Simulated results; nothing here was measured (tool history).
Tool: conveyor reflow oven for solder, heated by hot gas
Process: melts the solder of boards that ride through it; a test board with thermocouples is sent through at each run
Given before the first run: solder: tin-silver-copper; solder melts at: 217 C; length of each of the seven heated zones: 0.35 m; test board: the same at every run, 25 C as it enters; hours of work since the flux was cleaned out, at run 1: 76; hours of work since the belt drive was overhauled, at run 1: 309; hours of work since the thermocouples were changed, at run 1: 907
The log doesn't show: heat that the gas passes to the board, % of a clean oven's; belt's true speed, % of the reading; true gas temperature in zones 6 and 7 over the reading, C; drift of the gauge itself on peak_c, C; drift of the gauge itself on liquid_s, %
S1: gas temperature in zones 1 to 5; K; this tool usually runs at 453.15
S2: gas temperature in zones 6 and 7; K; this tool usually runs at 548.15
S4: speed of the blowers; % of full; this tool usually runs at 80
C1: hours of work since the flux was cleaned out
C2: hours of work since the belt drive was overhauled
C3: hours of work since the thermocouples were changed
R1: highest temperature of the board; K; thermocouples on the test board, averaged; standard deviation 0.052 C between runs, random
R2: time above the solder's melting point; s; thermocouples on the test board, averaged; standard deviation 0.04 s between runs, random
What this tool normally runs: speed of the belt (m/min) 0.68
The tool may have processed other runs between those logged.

{"run": 1, "hour": 0.0, "S1": 453.15, "S2": 548.15, "speed of the belt (m/min)": 0.68, "S4": 80, "C1": 76, "C2": 309, "C3": 907, "R1": 536.16, "R2": 53.69}
{"run": 2, "hour": 18.1, "S1": 453.15, "S2": 548.15, "speed of the belt (m/min)": 0.68, "S4": 80, "C1": 86, "C2": 318, "C3": 917, "R1": 536.13, "R2": 53.61}
{"run": 3, "hour": 43.1, "S1": 453.15, "S2": 548.15, "speed of the belt (m/min)": 0.68, "S4": 80, "C1": 99, "C2": 332, "C3": 930, "R1": 536.1, "R2": 53.65}
{"run": 4, "hour": 61.6, "S1": 453.15, "S2": 548.15, "speed of the belt (m/min)": 0.68, "S4": 62, "C1": 109, "C2": 341, "C3": 940, "R1": 531.15, "R2": 50.69}
{"run": 5, "hour": 76.4, "S1": 453.15, "S2": 548.15, "speed of the belt (m/min)": 0.68, "S4": 80, "C1": 117, "C2": 349, "C3": 947, "R1": 535.93, "R2": 53.57}
{"run": 6, "hour": 92.7, "S1": 453.15, "S2": 548.15, "speed of the belt (m/min)": 0.68, "S4": 80, "C1": 125, "C2": 358, "C3": 956, "R1": 536.06, "R2": 53.48}
{"run": 7, "hour": 112.4, "S1": 466.15, "S2": 548.15, "speed of the belt (m/min)": 0.68, "S4": 80, "C1": 136, "C2": 368, "C3": 966, "R1": 537.82, "R2": 58.24}
{"run": 8, "hour": 124.6, "S1": 466.15, "S2": 548.15, "speed of the belt (m/min)": 0.68, "S4": 80, "C1": 142, "C2": 375, "C3": 973, "R1": 537.77, "R2": 58.35}
{"run": 9, "hour": 148.6, "S1": 453.15, "S2": 548.15, "speed of the belt (m/min)": 0.68, "S4": 80, "C1": 155, "C2": 387, "C3": 985, "R1": 535.82, "R2": 53.43}
{"run": 10, "hour": 165.5, "S1": 468.15, "S2": 548.15, "speed of the belt (m/min)": 0.68, "S4": 80, "C1": 164, "C2": 396, "C3": 994, "R1": 537.92, "R2": 59.08}
{"run": 11, "hour": 178.8, "S1": 459.15, "S2": 548.15, "speed of the belt (m/min)": 0.68, "S4": 54, "C1": 171, "C2": 403, "C3": 1001, "R1": 529.25, "R2": 51.15}
{"run": 12, "hour": 205.3, "S1": 465.15, "S2": 548.15, "speed of the belt (m/min)": 0.66, "S4": 65, "C1": 185, "C2": 417, "C3": 1015, "R1": 534.76, "R2": 58.39}
{"hour": 214.7, "done": "flux residue cleaned out of gas plates and filters"}
{"run": 13, "hour": 233.0, "S1": 465.15, "S2": 545.15, "speed of the belt (m/min)": 0.66, "S4": 65, "C1": 10, "C2": 429, "C3": 1027, "R1": 533.14, "R2": 57.86}
{"run": 14, "hour": 248.0, "S1": 465.15, "S2": 545.15, "speed of the belt (m/min)": 0.66, "S4": 65, "C1": 18, "C2": 437, "C3": 1035, "R1": 533.08, "R2": 57.73}

Run 15 comes next. What will it give?
{"run": 15, "hour": 265.2, "S1": 465.15, "S2": 543.15, "speed of the belt (m/min)": 0.66, "S4": 65, "C1": 27, "C2": 446, "C3": 1044, "R1": "?", "R2": "?"}

{"run 15": {"R1": 531.33, "R2": 57.05}}
On a tool with no hidden condition, and with the same random variation, this run would have come out at R1 530.37 K, R2 56.34 s.
